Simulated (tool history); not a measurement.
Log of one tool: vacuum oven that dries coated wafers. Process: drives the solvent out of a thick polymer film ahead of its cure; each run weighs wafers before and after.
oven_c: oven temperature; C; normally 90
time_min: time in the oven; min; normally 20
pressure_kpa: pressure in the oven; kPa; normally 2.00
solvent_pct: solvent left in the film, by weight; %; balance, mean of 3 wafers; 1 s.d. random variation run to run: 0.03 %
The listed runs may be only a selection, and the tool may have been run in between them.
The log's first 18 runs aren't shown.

run	hour	oven_c	time_min	pressure_kpa	solvent_pct
19	673.9	78	11	3.50	12.85
20	703.2	78	20	4.16	10.87
21	739.5	99	32	6.72	2.99
22	788.8	85	32	1.15	3.79
23	817.2	85	32	1.15	3.88
24	868.6	85	12	1.32	9.27
25	905.3	85	10	1.23	10.23
26	952.4	103	12	5.40	3.73
27	981.8	81	26	1.92	7.13
28	1005.8	81	26	1.92	7.17
29	1037.8	102	20	5.75	2.74
30	1063.8	102	20	5.75	2.74

Consider 5 possible next runs. They are alternatives, not a sequence: every one starts from the tool as it was left by run 30. What does each give?
A	1085.9	88	27	4.70	?
B	1085.9	102	20	6.74	?
C	1085.9	96	13	5.98	?
D	1085.9	100	19	2.00	?
E	1085.9	100	33	5.80	?

run	solvent_pct
A	5.51
B	3.11
C	6.10
D	1.89
E	2.55
Without the tool's hidden state the same runs would have given:
run	solvent_pct
A	4.99
B	2.82
C	5.62
D	1.60
E	2.32

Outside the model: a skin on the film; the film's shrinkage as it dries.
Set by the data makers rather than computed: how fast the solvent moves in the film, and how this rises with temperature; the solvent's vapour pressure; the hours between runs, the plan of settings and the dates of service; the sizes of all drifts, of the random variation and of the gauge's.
